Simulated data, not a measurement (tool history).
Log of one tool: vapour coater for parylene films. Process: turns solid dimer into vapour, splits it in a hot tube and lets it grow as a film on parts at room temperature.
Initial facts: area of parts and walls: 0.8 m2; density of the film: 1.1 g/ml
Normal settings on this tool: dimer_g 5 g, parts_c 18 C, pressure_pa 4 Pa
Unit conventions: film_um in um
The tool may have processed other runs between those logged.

run,hour,dimer_g,parts_c,pressure_pa,film_um
1,0,5,18,4,2.68
2,72.8,5,18,4,2.67
3,104.8,5,18,4,2.64
4,177.8,5,18,4,2.65
5,218.9,5,18,4,2.63
6,276.6,5,11,4,3.29
# hour 309.1: trap's valve overhauled
7,352.1,5,11,4,3.47
8,406.7,5,18,4,2.75
9,453.6,8,18,9.2,3.79
10,515.7,8,18,9.2,3.78
11,565.7,4,10,7.23,2.55
12,605.5,4,10,4.49,2.77
13,675.9,2,10,5.81,1.31
14,716.2,2,10,5.81,1.3
15,746.5,5,18,7.77,2.4

Results for each run, recomputed without the tool's hidden state and with each run's random variation untouched:
What the log doesn't record here: vapour lost through the trap's worn valve, %; true temperature of the parts over the reading, C; drift of the gauge itself on film_um, %.
run,film_um
1,2.75
2,2.76
3,2.74
4,2.76
5,2.75
6,3.46
7,3.46
8,2.76
9,3.82
10,3.82
11,2.59
12,2.82
13,1.34
14,1.33
15,2.46
